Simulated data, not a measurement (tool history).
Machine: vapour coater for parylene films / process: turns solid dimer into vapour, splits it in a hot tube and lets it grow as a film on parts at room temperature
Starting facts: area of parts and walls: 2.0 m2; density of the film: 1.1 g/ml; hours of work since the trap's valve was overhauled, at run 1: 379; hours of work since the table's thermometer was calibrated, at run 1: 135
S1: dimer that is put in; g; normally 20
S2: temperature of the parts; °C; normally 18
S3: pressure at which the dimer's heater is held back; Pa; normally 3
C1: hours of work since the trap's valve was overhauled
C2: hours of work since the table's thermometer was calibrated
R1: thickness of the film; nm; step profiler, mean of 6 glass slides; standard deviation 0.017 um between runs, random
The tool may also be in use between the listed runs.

| run | hour | S1 | S2 | S3 | C1 | C2 | R1 |
|---|---|---|---|---|---|---|---|
| 1 | 0 | 20 | 18 | 3 | 379 | 135 | 5680 |
| 2 | 19.1 | 20 | 18 | 3 | 395 | 152 | 5660 |
| 3 | 31.1 | 20 | 18 | 3 | 406 | 162 | 5660 |
| 4 | 47.9 | 20 | 18 | 3 | 420 | 177 | 5670 |
| 5 | 64.7 | 20 | 18 | 3 | 435 | 191 | 5660 |
|  | 78.4 | trap's valve overhauled |
| 6 | 82.1 | 20 | 18 | 3 | 3 | 203 | 5950 |
| 7 | 91.4 | 20 | 18 | 3 | 11 | 211 | 5920 |
| 8 | 102.4 | 20 | 18 | 3 | 21 | 220 | 5960 |
| 9 | 118 | 13 | 18 | 3 | 34 | 234 | 3840 |
| 10 | 126.2 | 13 | 18 | 3 | 41 | 241 | 3840 |
| 11 | 136.7 | 20 | 18 | 3 | 50 | 250 | 5930 |
| 12 | 147.5 | 20 | 14 | 3 | 59 | 259 | 6490 |
| 13 | 161.2 | 20 | 18 | 9.83 | 71 | 271 | 5190 |
| 14 | 169.7 | 20 | 20 | 3 | 79 | 278 | 5650 |
| 15 | 187.6 | 20 | 20 | 3 | 94 | 293 | 5620 |
| 16 | 204.6 | 23 | 20 | 5.67 | 109 | 308 | 6030 |
| 17 | 212.5 | 33 | 29 | 2.18 | 115 | 315 | 7720 |
| 18 | 229.9 | 12 | 18 | 3 | 130 | 330 | 3510 |
| 19 | 241.2 | 24 | 18 | 5.48 | 140 | 340 | 6620 |
| 20 | 256.1 | 29 | 10 | 3.89 | 153 | 352 | 10050 |
| 21 | 273 | 29 | 10 | 3.89 | 167 | 367 | 10050 |
| 22 | 282 | 12 | 18 | 3 | 175 | 375 | 3510 |
| 23 | 296.2 | 12 | 18 | 3 | 187 | 387 | 3500 |
| 24 | 310.4 | 12 | 18 | 3 | 200 | 399 | 3490 |
| 25 | 329.1 | 12 | 18 | 3 | 216 | 415 | 3500 |
| 26 | 344.4 | 19 | 18 | 2.11 | 229 | 428 | 5750 |
| 27 | 354.7 | 20 | 23 | 8.95 | 238 | 437 | 4600 |

4 ways to go on from here, each from the tool as it stands after run 27. What would each give?
| A | 364.8 | 25 | 18 | 10.69 | 246 | 446 | ? |
| B | 364.8 | 13 | 22 | 8.73 | 246 | 446 | ? |
| C | 364.8 | 18 | 26 | 2.4 | 246 | 446 | ? |
| D | 364.8 | 15 | 23 | 2.38 | 246 | 446 | ? |

| run | R1 |
|---|---|
| A | 6330 |
| B | 3060 |
| C | 4410 |
| D | 3910 |
What these runs would have given with no unlogged condition in the tool:
| run | R1 |
|---|---|
| A | 6470 |
| B | 3130 |
| C | 4510 |
| D | 4000 |

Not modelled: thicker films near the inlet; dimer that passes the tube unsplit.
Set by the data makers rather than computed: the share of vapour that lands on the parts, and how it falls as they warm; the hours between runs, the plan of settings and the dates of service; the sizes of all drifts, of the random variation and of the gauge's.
